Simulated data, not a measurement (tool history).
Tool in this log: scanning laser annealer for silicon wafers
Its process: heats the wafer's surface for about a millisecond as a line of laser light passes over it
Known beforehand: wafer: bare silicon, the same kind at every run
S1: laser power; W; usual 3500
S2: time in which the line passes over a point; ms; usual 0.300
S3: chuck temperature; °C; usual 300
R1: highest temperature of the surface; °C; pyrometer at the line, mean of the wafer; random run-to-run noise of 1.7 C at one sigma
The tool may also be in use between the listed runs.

| run | hour | S1 | S2 | S3 | R1 |
|---|---|---|---|---|---|
| 1 | 0.0 | 3500 | 0.300 | 300 | 1082 |
| 2 | 6.1 | 3500 | 0.300 | 300 | 1079 |
| 3 | 14.6 | 3500 | 0.300 | 300 | 1080 |
| 4 | 23.7 | 3500 | 0.300 | 300 | 1080 |
| 5 | 28.9 | 3500 | 0.300 | 300 | 1079 |
| 6 | 36.0 | 3500 | 0.300 | 300 | 1080 |
| 7 | 43.3 | 3500 | 0.300 | 300 | 1077 |
| 8 | 49.3 | 3500 | 0.300 | 300 | 1079 |
| 9 | 57.2 | 3500 | 0.300 | 300 | 1078 |
| 10 | 67.3 | 3500 | 0.300 | 300 | 1077 |
| 11 | 76.8 | 3500 | 0.300 | 300 | 1080 |
| 12 | 84.5 | 3500 | 0.300 | 300 | 1077 |
| 13 | 90.2 | 3429 | 0.280 | 300 | 1039 |
| 14 | 94.8 | 3429 | 0.280 | 300 | 1040 |
| 15 | 101.6 | 3033 | 0.375 | 328 | 1064 |
| 16 | 108.4 | 3079 | 0.347 | 321 | 1044 |
| 17 | 115.9 | 3079 | 0.347 | 321 | 1043 |
| 18 | 123.3 | 3382 | 0.230 | 300 | 965 |
| 19 | 128.1 | 3652 | 0.230 | 262 | 984 |
| 20 | 133.3 | 3652 | 0.230 | 262 | 985 |
| 21 | 142.7 | 3500 | 0.311 | 300 | 1094 |
| 22 | 153.0 | 3217 | 0.300 | 300 | 1008 |
| 23 | 158.1 | 3217 | 0.300 | 300 | 1009 |

Consider 4 possible next runs. They are alternatives, not a sequence: every one starts from the tool as it was left by run 23. What does each give?
| A | 166.7 | 3231 | 0.300 | 300 | ? |
| B | 166.7 | 3055 | 0.222 | 261 | ? |
| C | 166.7 | 3082 | 0.300 | 300 | ? |
| D | 166.7 | 3433 | 0.263 | 284 | ? |

| run | R1 |
|---|---|
| A | 1011 |
| B | 844 |
| C | 976 |
| D | 1002 |
Without the tool's unlogged condition, the same runs would have read:
| run | R1 |
|---|---|
| A | 1034 |
| B | 863 |
| C | 997 |
| D | 1024 |

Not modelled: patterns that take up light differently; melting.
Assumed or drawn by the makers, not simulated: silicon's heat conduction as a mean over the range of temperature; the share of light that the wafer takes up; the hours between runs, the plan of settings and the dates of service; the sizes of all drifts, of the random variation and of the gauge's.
